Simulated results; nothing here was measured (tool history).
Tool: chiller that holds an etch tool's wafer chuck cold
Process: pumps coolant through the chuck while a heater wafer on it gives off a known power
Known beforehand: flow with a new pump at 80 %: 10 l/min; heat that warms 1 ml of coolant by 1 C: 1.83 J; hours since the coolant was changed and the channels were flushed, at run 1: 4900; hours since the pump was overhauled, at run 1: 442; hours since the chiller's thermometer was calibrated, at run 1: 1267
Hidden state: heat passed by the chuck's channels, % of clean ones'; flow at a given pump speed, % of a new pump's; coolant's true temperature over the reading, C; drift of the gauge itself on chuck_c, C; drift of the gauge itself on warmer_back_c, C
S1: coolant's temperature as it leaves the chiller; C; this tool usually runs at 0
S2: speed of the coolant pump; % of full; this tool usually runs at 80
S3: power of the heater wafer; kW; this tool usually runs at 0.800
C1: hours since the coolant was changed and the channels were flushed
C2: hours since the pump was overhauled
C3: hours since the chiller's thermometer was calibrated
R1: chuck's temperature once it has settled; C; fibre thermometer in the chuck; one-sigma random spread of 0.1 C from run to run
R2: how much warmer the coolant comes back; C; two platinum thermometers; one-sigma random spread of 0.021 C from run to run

Run 1, hour 0.0: usual settings; C1 4900; C2 442; C3 1267. Result: R1 10.0 C, R2 2.65 C.
Run 2, hour 60.0: usual settings; C1 4960; C2 502; C3 1327. Result: R1 10.2 C, R2 2.66 C.
Run 3, hour 125.4: usual settings; C1 5025; C2 567; C3 1392. Result: R1 10.2 C, R2 2.64 C.
Run 4, hour 182.8: usual settings but S3 0.419 kW; C1 5083; C2 624; C3 1450. Result: R1 5.4 C, R2 1.35 C.
Run 5, hour 219.1: usual settings but S3 0.419 kW; C1 5119; C2 661; C3 1486. Result: R1 5.3 C, R2 1.35 C.
Run 6, hour 295.3: usual settings but S3 0.419 kW; C1 5195; C2 737; C3 1562. Result: R1 5.3 C, R2 1.39 C.
At hour 356.2: coolant changed, channels flushed.
Run 7, hour 378.1: usual settings; C1 22; C2 814; C3 1639. Result: R1 8.8 C, R2 2.62 C.
Run 8, hour 428.4: usual settings; C1 72; C2 864; C3 1689. Result: R1 8.9 C, R2 2.64 C.
Run 9, hour 476.2: usual settings; C1 120; C2 912; C3 1737. Result: R1 8.5 C, R2 2.65 C.
Run 10, hour 543.6: usual settings; C1 187; C2 979; C3 1804. Result: R1 8.7 C, R2 2.63 C.
Run 11, hour 594.2: usual settings; C1 238; C2 1030; C3 1855. Result: R1 8.7 C, R2 2.64 C.
Run 12, hour 646.7: usual settings but S3 0.918 kW; C1 290; C2 1082; C3 1908. Result: R1 10.0 C, R2 2.96 C.
Run 13, hour 685.5: usual settings but S3 0.918 kW; C1 329; C2 1121; C3 1946. Result: R1 10.0 C, R2 3.07 C.
Run 14, hour 718.7: usual settings but S3 0.918 kW; C1 363; C2 1154; C3 1980. Result: R1 10.1 C, R2 3.03 C.
Run 15, hour 779.8: usual settings but S3 0.918 kW; C1 424; C2 1215; C3 2041. Result: R1 10.1 C, R2 3.04 C.
Run 16, hour 813.2: usual settings but S3 0.918 kW; C1 457; C2 1249; C3 2074. Result: R1 10.2 C, R2 3.08 C.
Run 17, hour 855.0: usual settings but S3 0.417 kW; C1 499; C2 1291; C3 2116. Result: R1 4.6 C, R2 1.38 C.
Run 18, hour 910.9: usual settings but S1 6 C, S2 90 % of full, S3 0.410 kW; C1 555; C2 1346; C3 2172. Result: R1 10.1 C, R2 1.18 C.
At hour 939.1: chiller's thermometer calibrated.
Run 19, hour 963.9: usual settings but S1 6 C, S2 90 % of full, S3 0.410 kW; C1 607; C2 1398; C3 25. Result: R1 10.2 C, R2 1.18 C.
Run 20, hour 1015.9: usual settings but S1 6 C, S2 90 % of full, S3 1.043 kW; C1 659; C2 1450; C3 77. Result: R1 16.7 C, R2 3.04 C.
Run 21, hour 1058.2: usual settings but S1 6 C, S2 79 % of full, S3 1.167 kW; C1 701; C2 1493; C3 119. Result: R1 19.0 C, R2 3.92 C.
Run 22, hour 1135.6: usual settings but S2 92 % of full; C1 778; C2 1570; C3 197. Result: R1 8.1 C, R2 2.29 C.
Run 23, hour 1182.1: usual settings but S1 6 C, S2 78 % of full, S3 1.155 kW; C1 825; C2 1617; C3 243. Result: R1 19.4 C, R2 3.98 C.
Run 24, hour 1261.5: usual settings but S1 6 C, S2 78 % of full, S3 1.155 kW; C1 904; C2 1696; C3 322. Result: R1 19.4 C, R2 3.94 C.
Run 25, hour 1320.7: usual settings but S1 -3 C, S2 76 % of full; C1 964; C2 1755; C3 382. Result: R1 6.3 C, R2 2.82 C.
Run 26, hour 1355.8: usual settings but S1 -8 C, S3 0.590 kW; C1 999; C2 1790; C3 417. Result: R1 -1.3 C, R2 1.97 C.
Run 27, hour 1418.6: usual settings but S1 -8 C, S2 69 % of full, S3 0.468 kW; C1 1061; C2 1853; C3 480. Result: R1 -2.2 C, R2 1.86 C.
Run 28, hour 1474.3: usual settings but S1 5 C, S2 74 % of full, S3 0.468 kW; C1 1117; C2 1909; C3 535. Result: R1 10.7 C, R2 1.71 C.
Run 29, hour 1516.5: usual settings but S3 1.187 kW; C1 1159; C2 1951; C3 577. Result: R1 13.7 C, R2 3.97 C.
Run 30, hour 1585.8: usual settings but S2 66 % of full; C1 1229; C2 2020; C3 647. Result: R1 10.5 C, R2 3.35 C.
Run 31, hour 1636.6: usual settings but S2 66 % of full; C1 1279; C2 2071; C3 698. Result: R1 10.6 C, R2 3.30 C.

Predict each of these 4 candidate next runs independently; none follows another, all start after run 31:
Run A, hour 1675.0: usual settings but S1 6 C, S2 89 % of full, S3 0.430 kW; C1 1318; C2 2110; C3 736. Result: R1 ?, R2 ?.
Run B, hour 1675.0: usual settings but S1 4 C, S2 89 % of full; C1 1318; C2 2110; C3 736. Result: R1 ?, R2 ?.
Run C, hour 1675.0: usual settings but S2 95 % of full; C1 1318; C2 2110; C3 736. Result: R1 ?, R2 ?.
Run D, hour 1675.0: usual settings but S2 87 % of full; C1 1318; C2 2110; C3 736. Result: R1 ?, R2 ?.

run    R1    R2
  A  10.7  1.28
  B  12.7  2.36
  C   8.0  2.22
  D   8.6  2.45
Without the tool's hidden state the same runs would have given:
run    R1    R2
  A  10.5  1.26
  B  12.3  2.33
  C   7.6  2.19
  D   8.2  2.41
